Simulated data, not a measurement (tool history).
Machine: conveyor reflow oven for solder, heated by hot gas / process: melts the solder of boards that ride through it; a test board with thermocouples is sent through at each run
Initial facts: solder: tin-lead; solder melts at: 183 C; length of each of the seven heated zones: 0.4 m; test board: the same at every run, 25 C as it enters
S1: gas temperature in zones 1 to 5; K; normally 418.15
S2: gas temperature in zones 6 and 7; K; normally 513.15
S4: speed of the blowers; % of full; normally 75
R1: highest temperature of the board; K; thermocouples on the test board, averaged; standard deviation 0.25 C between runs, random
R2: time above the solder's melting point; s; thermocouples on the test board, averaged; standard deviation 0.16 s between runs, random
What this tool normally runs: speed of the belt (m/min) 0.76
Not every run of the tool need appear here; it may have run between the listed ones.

Run 1, hour 0: usual settings. Result: R1 493.85 K, R2 51.2 s.
Run 2, hour 19.7: usual settings. Result: R1 493.75 K, R2 51.5 s.
Run 3, hour 39.6: usual settings. Result: R1 493.85 K, R2 51.3 s.
Run 4, hour 62.2: usual settings. Result: R1 493.95 K, R2 51.5 s.
Run 5, hour 75.3: usual settings. Result: R1 493.85 K, R2 51.1 s.
Run 6, hour 93.7: usual settings. Result: R1 493.65 K, R2 50.9 s.
Run 7, hour 118.9: usual settings. Result: R1 493.55 K, R2 51.3 s.
Run 8, hour 137.1: usual settings. Result: R1 493.35 K, R2 51.2 s.
At hour 160.3: flux residue cleaned out of gas plates and filters.
Run 9, hour 160.7: usual settings. Result: R1 495.45 K, R2 52.4 s.
Run 10, hour 179.5: usual settings. Result: R1 495.25 K, R2 52.2 s.
Run 11, hour 203.6: usual settings. Result: R1 495.25 K, R2 52.2 s.
Run 12, hour 218.3: usual settings. Result: R1 495.35 K, R2 52.3 s.
Run 13, hour 237.6: usual settings. Result: R1 495.35 K, R2 52.3 s.
Run 14, hour 249.4: usual settings. Result: R1 495.25 K, R2 52.1 s.
Run 15, hour 273.7: usual settings. Result: R1 494.65 K, R2 51.9 s.
Run 16, hour 288.8: usual settings but S2 501.15 K, S4 86 % of full. Result: R1 487.45 K, R2 48.1 s.
Run 17, hour 302.2: usual settings but S1 429.15 K, S2 503.15 K, speed of the belt (m/min) 0.699. Result: R1 491.15 K, R2 58.8 s.
At hour 308.4: belt drive overhauled, speed set with a stopwatch.
Run 18, hour 317.8: usual settings but S1 423.15 K, S2 506.15 K, speed of the belt (m/min) 0.801. Result: R1 488.65 K, R2 47.3 s.
Run 19, hour 343.5: usual settings but speed of the belt (m/min) 0.753. Result: R1 494.95 K, R2 52.8 s.
Run 20, hour 361.8: usual settings but S1 423.15 K, S2 509.15 K, speed of the belt (m/min) 0.909, S4 55 % of full. Result: R1 477.85 K, R2 31.2 s.
Run 21, hour 375.6: usual settings but S1 423.15 K, S2 509.15 K, speed of the belt (m/min) 0.909, S4 55 % of full. Result: R1 477.75 K, R2 31.1 s.
Run 22, hour 387.7: usual settings but S1 423.15 K, S2 525.15 K, speed of the belt (m/min) 0.909, S4 55 % of full. Result: R1 488.95 K, R2 40.6 s.
Run 23, hour 411.9: usual settings but S4 77 % of full. Result: R1 494.95 K, R2 52.5 s.
Run 24, hour 433.8: usual settings but S1 420.15 K, S2 510.15 K, speed of the belt (m/min) 0.828, S4 52 % of full. Result: R1 479.75 K, R2 35.6 s.
At hour 450.3: belt drive overhauled, speed set with a stopwatch, once more.
Run 25, hour 453.7: usual settings but S1 429.15 K, speed of the belt (m/min) 0.693. Result: R1 499.15 K, R2 63.7 s.
Run 26, hour 466.2: usual settings but S1 429.15 K, speed of the belt (m/min) 0.693. Result: R1 499.25 K, R2 63.1 s.
Run 27, hour 492.5: usual settings but S1 429.15 K, speed of the belt (m/min) 0.693. Result: R1 499.15 K, R2 63.2 s.
Run 28, hour 505.9: usual settings but S2 520.15 K, S4 51 % of full. Result: R1 489.35 K, R2 46.9 s.
Run 29, hour 525.7: usual settings but S1 430.15 K, S2 503.15 K, speed of the belt (m/min) 0.787, S4 70 % of full. Result: R1 485.45 K, R2 48.1 s.
At hour 542.1: flux residue cleaned out of gas plates and filters.
Run 30, hour 550.5: usual settings but S1 430.15 K, S2 503.15 K, speed of the belt (m/min) 0.787, S4 70 % of full. Result: R1 486.85 K, R2 49.4 s.

Branching from run 30: 4 alternative next runs. What would each branch give?
Run A, hour 564.4: usual settings but S1 406.15 K, S2 521.15 K, speed of the belt (m/min) 0.874, S4 70 % of full. Result: R1 ?, R2 ?.
Run B, hour 564.4: usual settings but S1 414.15 K, S2 526.15 K, speed of the belt (m/min) 0.697. Result: R1 ?, R2 ?.
Run C, hour 564.4: usual settings but S1 424.15 K, S2 524.15 K, speed of the belt (m/min) 0.658. Result: R1 ?, R2 ?.
Run D, hour 564.4: usual settings but S1 430.15 K, S2 510.15 K, speed of the belt (m/min) 0.629. Result: R1 ?, R2 ?.

run      R1    R2
  A  491.95  39.7
  B  509.85  62.5
  C  510.85  70.4
  D  500.45  71.1
The same runs, with their run-to-run variation unchanged, on a tool lacking any hidden condition would have given:
run      R1    R2
  A  491.95  39.7
  B  509.65  62.4
  C  510.65  70.2
  D  500.15  70.9

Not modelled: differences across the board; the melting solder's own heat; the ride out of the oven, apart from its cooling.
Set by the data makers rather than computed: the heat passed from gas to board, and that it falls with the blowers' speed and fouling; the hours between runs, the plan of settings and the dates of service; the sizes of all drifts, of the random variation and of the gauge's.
